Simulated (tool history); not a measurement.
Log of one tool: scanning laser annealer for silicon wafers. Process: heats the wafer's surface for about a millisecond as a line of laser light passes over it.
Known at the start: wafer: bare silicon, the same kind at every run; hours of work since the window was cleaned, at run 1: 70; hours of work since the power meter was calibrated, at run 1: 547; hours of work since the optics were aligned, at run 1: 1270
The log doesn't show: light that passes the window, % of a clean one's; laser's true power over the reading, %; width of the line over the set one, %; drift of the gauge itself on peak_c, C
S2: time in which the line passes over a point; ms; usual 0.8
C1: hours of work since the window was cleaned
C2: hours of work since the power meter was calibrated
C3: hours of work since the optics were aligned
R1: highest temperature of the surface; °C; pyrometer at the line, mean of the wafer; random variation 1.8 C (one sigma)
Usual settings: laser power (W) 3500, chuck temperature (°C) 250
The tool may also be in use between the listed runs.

run 1 hour=0 | laser_power_(W)=3500 S2=0.8 chuck_temperature_(°C)=250 | C1=70 C2=547 C3=1270 | R1=984
run 2 hour=8.9 | laser_power_(W)=3500 S2=0.8 chuck_temperature_(°C)=250 | C1=77 C2=554 C3=1278 | R1=986
run 3 hour=24.7 | laser_power_(W)=3500 S2=0.8 chuck_temperature_(°C)=250 | C1=89 C2=566 C3=1290 | R1=982
run 4 hour=40.1 | laser_power_(W)=3399 S2=0.8 chuck_temperature_(°C)=250 | C1=102 C2=579 C3=1302 | R1=959
run 5 hour=53.1 | laser_power_(W)=3500 S2=0.8 chuck_temperature_(°C)=244 | C1=112 C2=589 C3=1313 | R1=975
run 6 hour=62.2 | laser_power_(W)=3500 S2=0.8 chuck_temperature_(°C)=250 | C1=119 C2=596 C3=1320 | R1=982
run 7 hour=69.4 | laser_power_(W)=3500 S2=0.8 chuck_temperature_(°C)=250 | C1=125 C2=602 C3=1326 | R1=981
run 8 hour=82 | laser_power_(W)=3500 S2=0.8 chuck_temperature_(°C)=226 | C1=135 C2=612 C3=1336 | R1=959
run 9 hour=92.9 | laser_power_(W)=3500 S2=0.8 chuck_temperature_(°C)=226 | C1=144 C2=621 C3=1344 | R1=956
run 10 hour=104.4 | laser_power_(W)=3500 S2=0.8 chuck_temperature_(°C)=226 | C1=153 C2=630 C3=1354 | R1=955
run 11 hour=116.6 | laser_power_(W)=3500 S2=0.8 chuck_temperature_(°C)=226 | C1=163 C2=640 C3=1363 | R1=957
-- hour=121 laser's power meter calibrated
run 12 hour=132.4 | laser_power_(W)=3500 S2=0.8 chuck_temperature_(°C)=226 | C1=173 C2=9 C3=1374 | R1=955
run 13 hour=143.7 | laser_power_(W)=3500 S2=0.8 chuck_temperature_(°C)=226 | C1=182 C2=18 C3=1383 | R1=956
run 14 hour=160.1 | laser_power_(W)=3500 S2=0.8 chuck_temperature_(°C)=226 | C1=195 C2=31 C3=1396 | R1=955
run 15 hour=174.5 | laser_power_(W)=3500 S2=0.8 chuck_temperature_(°C)=226 | C1=206 C2=43 C3=1407 | R1=954
run 16 hour=184.4 | laser_power_(W)=3500 S2=0.8 chuck_temperature_(°C)=220 | C1=214 C2=51 C3=1415 | R1=948
run 17 hour=193.9 | laser_power_(W)=3500 S2=0.8 chuck_temperature_(°C)=220 | C1=222 C2=58 C3=1423 | R1=948
run 18 hour=205.5 | laser_power_(W)=3504 S2=0.8 chuck_temperature_(°C)=250 | C1=231 C2=67 C3=1432 | R1=979
run 19 hour=215.2 | laser_power_(W)=3504 S2=0.8 chuck_temperature_(°C)=250 | C1=239 C2=75 C3=1440 | R1=979
-- hour=221.4 laser's power meter calibrated, once more
run 20 hour=228.3 | laser_power_(W)=3500 S2=0.656 chuck_temperature_(°C)=250 | C1=247 C2=6 C3=1448 | R1=900
run 21 hour=236.3 | laser_power_(W)=3181 S2=0.656 chuck_temperature_(°C)=250 | C1=253 C2=12 C3=1454 | R1=836
run 22 hour=252.8 | laser_power_(W)=3181 S2=0.656 chuck_temperature_(°C)=250 | C1=266 C2=25 C3=1467 | R1=835
run 23 hour=269.8 | laser_power_(W)=3500 S2=0.8 chuck_temperature_(°C)=222 | C1=280 C2=39 C3=1481 | R1=950
run 24 hour=278.6 | laser_power_(W)=3745 S2=0.8 chuck_temperature_(°C)=250 | C1=287 C2=46 C3=1488 | R1=1038
run 25 hour=290.6 | laser_power_(W)=3745 S2=0.8 chuck_temperature_(°C)=250 | C1=297 C2=55 C3=1497 | R1=1033
run 26 hour=303.2 | laser_power_(W)=3745 S2=0.8 chuck_temperature_(°C)=250 | C1=307 C2=65 C3=1507 | R1=1033
run 27 hour=316.7 | laser_power_(W)=3745 S2=0.8 chuck_temperature_(°C)=250 | C1=317 C2=76 C3=1518 | R1=1034
run 28 hour=326.5 | laser_power_(W)=3745 S2=0.8 chuck_temperature_(°C)=250 | C1=325 C2=84 C3=1526 | R1=1033
run 29 hour=342.3 | laser_power_(W)=3745 S2=0.8 chuck_temperature_(°C)=250 | C1=338 C2=96 C3=1538 | R1=1033
run 30 hour=358.2 | laser_power_(W)=3745 S2=0.8 chuck_temperature_(°C)=250 | C1=350 C2=109 C3=1551 | R1=1032
run 31 hour=372.2 | laser_power_(W)=2976 S2=0.59 chuck_temperature_(°C)=250 | C1=362 C2=120 C3=1562 | R1=757
run 32 hour=384.3 | laser_power_(W)=2986 S2=0.632 chuck_temperature_(°C)=288 | C1=371 C2=130 C3=1572 | R1=818
run 33 hour=393 | laser_power_(W)=2986 S2=0.632 chuck_temperature_(°C)=288 | C1=378 C2=137 C3=1579 | R1=816
run 34 hour=407.6 | laser_power_(W)=3057 S2=0.808 chuck_temperature_(°C)=288 | C1=390 C2=148 C3=1590 | R1=913
run 35 hour=416.8 | laser_power_(W)=3057 S2=0.808 chuck_temperature_(°C)=288 | C1=397 C2=156 C3=1598 | R1=913

5 ways to go on from here, each from the tool as it stands after run 35. What would each give?
run A hour=426.6 | laser_power_(W)=3054 S2=0.645 chuck_temperature_(°C)=250 | C1=405 C2=164 C3=1606 | R1=?
run B hour=426.6 | laser_power_(W)=3493 S2=0.568 chuck_temperature_(°C)=288 | C1=405 C2=164 C3=1606 | R1=?
run C hour=426.6 | laser_power_(W)=3827 S2=0.672 chuck_temperature_(°C)=269 | C1=405 C2=164 C3=1606 | R1=?
run D hour=426.6 | laser_power_(W)=3805 S2=0.82 chuck_temperature_(°C)=270 | C1=405 C2=164 C3=1606 | R1=?
run E hour=426.6 | laser_power_(W)=3500 S2=0.646 chuck_temperature_(°C)=244 | C1=405 C2=164 C3=1606 | R1=?

run=A R1=797
run=B R1=882
run=C R1=994
run=D R1=1075
run=E R1=884
Without the tool's hidden state the same runs would have given:
run=A R1=812
run=B R1=899
run=C R1=1014
run=D R1=1098
run=E R1=902
